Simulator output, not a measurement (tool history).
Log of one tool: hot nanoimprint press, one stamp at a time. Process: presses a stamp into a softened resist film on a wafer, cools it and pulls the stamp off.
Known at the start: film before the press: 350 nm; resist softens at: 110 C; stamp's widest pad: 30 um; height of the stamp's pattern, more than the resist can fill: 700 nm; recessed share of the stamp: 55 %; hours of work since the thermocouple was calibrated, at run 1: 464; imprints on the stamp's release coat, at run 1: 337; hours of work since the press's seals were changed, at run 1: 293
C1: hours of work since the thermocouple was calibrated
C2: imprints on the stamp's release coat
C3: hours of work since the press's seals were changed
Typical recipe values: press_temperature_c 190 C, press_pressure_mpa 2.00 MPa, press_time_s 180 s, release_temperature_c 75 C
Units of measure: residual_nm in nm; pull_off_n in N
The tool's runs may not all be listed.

Run 1, hour 0.0: usual settings; C1 464; C2 337; C3 293. Result: residual_nm 173.1 nm, pull_off_n 124.3 N.
Run 2, hour 17.5: usual settings; C1 472; C2 384; C3 301. Result: residual_nm 173.6 nm, pull_off_n 125.7 N.
Run 3, hour 40.0: usual settings; C1 482; C2 445; C3 311. Result: residual_nm 173.5 nm, pull_off_n 126.7 N.
Run 4, hour 54.8: usual settings but release_temperature_c 76 C; C1 489; C2 485; C3 317. Result: residual_nm 173.0 nm, pull_off_n 124.1 N.
Run 5, hour 74.1: usual settings but release_temperature_c 76 C; C1 497; C2 537; C3 326. Result: residual_nm 172.6 nm, pull_off_n 124.2 N.
Run 6, hour 102.7: usual settings but press_temperature_c 188 C; C1 510; C2 614; C3 339. Result: residual_nm 185.6 nm, pull_off_n 129.6 N.
Run 7, hour 132.4: usual settings but press_temperature_c 188 C; C1 523; C2 694; C3 352. Result: residual_nm 185.1 nm, pull_off_n 132.7 N.
At hour 140.8: plate thermocouple calibrated.
Run 8, hour 160.5: usual settings but press_temperature_c 188 C; C1 9; C2 762; C3 363. Result: residual_nm 196.9 nm, pull_off_n 138.3 N.
At hour 172.9: stamp cleaned and given a new release coat.
Run 9, hour 194.3: usual settings but press_temperature_c 188 C; C1 21; C2 58; C3 376. Result: residual_nm 196.8 nm, pull_off_n 124.1 N.
Run 10, hour 211.0: usual settings but press_temperature_c 180 C, release_temperature_c 68 C; C1 29; C2 103; C3 383. Result: residual_nm 252.4 nm, pull_off_n 146.1 N.
Run 11, hour 236.0: usual settings but press_temperature_c 180 C, release_temperature_c 68 C; C1 40; C2 170; C3 394. Result: residual_nm 252.4 nm, pull_off_n 145.7 N.
Run 12, hour 257.5: usual settings but press_temperature_c 178 C, press_time_s 101 s, release_temperature_c 82 C; C1 50; C2 228; C3 404. Result: residual_nm 294.3 nm, pull_off_n 104.2 N.
Run 13, hour 283.4: usual settings but press_temperature_c 186 C, press_time_s 101 s, release_temperature_c 71 C; C1 61; C2 298; C3 415. Result: residual_nm 246.2 nm, pull_off_n 139.7 N.
Run 14, hour 300.2: usual settings but press_temperature_c 186 C, press_time_s 101 s, release_temperature_c 71 C; C1 69; C2 343; C3 423. Result: residual_nm 246.8 nm, pull_off_n 140.4 N.
Run 15, hour 321.1: usual settings but press_temperature_c 179 C, press_time_s 130 s, release_temperature_c 72 C; C1 78; C2 400; C3 432. Result: residual_nm 276.1 nm, pull_off_n 139.8 N.
Run 16, hour 340.0: usual settings but press_temperature_c 181 C, press_pressure_mpa 1.51 MPa, press_time_s 99 s, release_temperature_c 61 C; C1 86; C2 451; C3 441. Result: residual_nm 291.9 nm, pull_off_n 178.4 N.
Run 17, hour 362.7: usual settings but press_temperature_c 181 C, press_pressure_mpa 1.51 MPa, press_time_s 99 s, release_temperature_c 61 C; C1 97; C2 512; C3 451. Result: residual_nm 291.9 nm, pull_off_n 178.9 N.

Take each entry between the runs: how does the hidden state at the last listed run before it differ from the hidden state at the first listed run after it?
Logged between run 7 and run 8: plate thermocouple calibrated (hour 140.8)
  true temperature over the reading, C: 1.69 -> 0.01; pressure that arrives at the usual setting, %: 97.4 -> 97.33; grip of the stamp's worn release coat, % over a new coat's: 14.7 -> 16.2
  measured less the result without the state, residual_nm: -9.4 -> +1.8 nm; pull_off_n: +12.0 -> +19.2 N
Logged between run 8 and run 9: stamp cleaned and given a new release coat (hour 172.9)
  true temperature over the reading, C: 0.01 -> 0.05; pressure that arrives at the usual setting, %: 97.33 -> 97.23; grip of the stamp's worn release coat, % over a new coat's: 16.2 -> 1.2
  measured less the result without the state, residual_nm: +1.8 -> +1.6 nm; pull_off_n: +19.2 -> +1.3 N

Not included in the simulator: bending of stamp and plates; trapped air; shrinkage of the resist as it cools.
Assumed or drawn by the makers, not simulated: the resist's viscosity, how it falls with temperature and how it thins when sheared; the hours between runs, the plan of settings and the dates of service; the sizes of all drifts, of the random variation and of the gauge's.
